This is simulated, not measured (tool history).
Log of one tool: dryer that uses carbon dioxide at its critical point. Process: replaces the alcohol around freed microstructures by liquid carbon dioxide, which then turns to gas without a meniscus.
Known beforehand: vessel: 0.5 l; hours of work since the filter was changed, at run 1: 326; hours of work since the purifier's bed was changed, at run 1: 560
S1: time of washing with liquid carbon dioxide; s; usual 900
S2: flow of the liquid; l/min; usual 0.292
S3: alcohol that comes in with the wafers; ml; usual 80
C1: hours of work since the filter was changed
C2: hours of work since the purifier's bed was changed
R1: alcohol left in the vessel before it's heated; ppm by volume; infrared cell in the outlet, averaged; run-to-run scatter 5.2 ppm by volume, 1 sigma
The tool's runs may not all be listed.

Run 1, hour 0: usual settings; C1 326; C2 560. Result: R1 266 ppm by volume.
Run 2, hour 27.7: usual settings; C1 344; C2 578. Result: R1 285 ppm by volume.
Run 3, hour 59.8: usual settings; C1 365; C2 599. Result: R1 292 ppm by volume.
Run 4, hour 95.8: usual settings; C1 389; C2 623. Result: R1 314 ppm by volume.
Run 5, hour 121.8: usual settings; C1 406; C2 640. Result: R1 317 ppm by volume.
Run 6, hour 158.4: usual settings; C1 430; C2 664. Result: R1 331 ppm by volume.
Run 7, hour 203.5: usual settings but S2 0.388 l/min; C1 460; C2 694. Result: R1 141 ppm by volume.
At hour 212.6: inlet filter changed.
Run 8, hour 243.8: usual settings but S3 38 ml; C1 21; C2 720. Result: R1 159 ppm by volume.
Run 9, hour 288.9: usual settings but S1 720 s; C1 50; C2 750. Result: R1 523 ppm by volume.
Run 10, hour 331.4: usual settings but S1 720 s; C1 78; C2 778. Result: R1 540 ppm by volume.
Run 11, hour 378.3: usual settings but S1 720 s; C1 109; C2 808. Result: R1 561 ppm by volume.
Run 12, hour 422.8: usual settings but S2 0.33 l/min; C1 139; C2 838. Result: R1 174 ppm by volume.
Run 13, hour 455.4: usual settings; C1 160; C2 859. Result: R1 250 ppm by volume.
Run 14, hour 486.5: usual settings but S1 660 s, S2 0.368 l/min, S3 93 ml; C1 180; C2 880. Result: R1 363 ppm by volume.
Run 15, hour 516.6: usual settings but S1 780 s, S2 0.362 l/min, S3 28 ml; C1 200; C2 900. Result: R1 161 ppm by volume.
Run 16, hour 562.6: usual settings but S1 1440 s, S2 0.245 l/min, S3 28 ml; C1 231; C2 930. Result: R1 152 ppm by volume.
Run 17, hour 602.8: usual settings but S1 960 s, S2 0.177 l/min, S3 35 ml; C1 257; C2 956. Result: R1 987 ppm by volume.
Run 18, hour 631: usual settings but S1 960 s, S2 0.177 l/min, S3 35 ml; C1 276; C2 975. Result: R1 975 ppm by volume.
Run 19, hour 659: usual settings but S1 540 s, S2 0.183 l/min; C1 294; C2 993. Result: R1 12563 ppm by volume.
Run 20, hour 695.2: usual settings but S1 540 s, S2 0.177 l/min, S3 31 ml; C1 318; C2 1017. Result: R1 5645 ppm by volume.
Run 21, hour 731.2: usual settings but S1 1320 s, S2 0.217 l/min, S3 42 ml; C1 342; C2 1041. Result: R1 208 ppm by volume.
Run 22, hour 779.2: usual settings but S1 1320 s, S2 0.217 l/min, S3 42 ml; C1 373; C2 1073. Result: R1 233 ppm by volume.
Run 23, hour 808.2: usual settings but S1 1320 s, S2 0.217 l/min, S3 42 ml; C1 392; C2 1092. Result: R1 241 ppm by volume.
Run 24, hour 855.3: usual settings but S1 1320 s, S2 0.217 l/min, S3 42 ml; C1 423; C2 1123. Result: R1 249 ppm by volume.
Run 25, hour 903: usual settings but S1 720 s, S2 0.246 l/min, S3 93 ml; C1 455; C2 1154. Result: R1 2424 ppm by volume.

Each row is a separate what-if for the run after 25, all from the same tool condition, not one after another. Results?
At hour 922.5: inlet filter changed.
Run A, hour 948.1: usual settings but S1 540 s, S2 0.218 l/min; C1 17; C2 1183. Result: R1 ?.
At hour 922.5: inlet filter changed.
Run B, hour 948.1: usual settings but S1 600 s, S2 0.258 l/min, S3 37 ml; C1 17; C2 1183. Result: R1 ?.
At hour 922.5: inlet filter changed.
Run C, hour 948.1: usual settings but S1 840 s, S2 0.382 l/min, S3 55 ml; C1 17; C2 1183. Result: R1 ?.

run    R1
  A  5859
  B  1073
  C   193
Stripped of hidden state, with their random variation kept, the same runs would have yielded:
run    R1
  A  5572
  B   863
  C     6
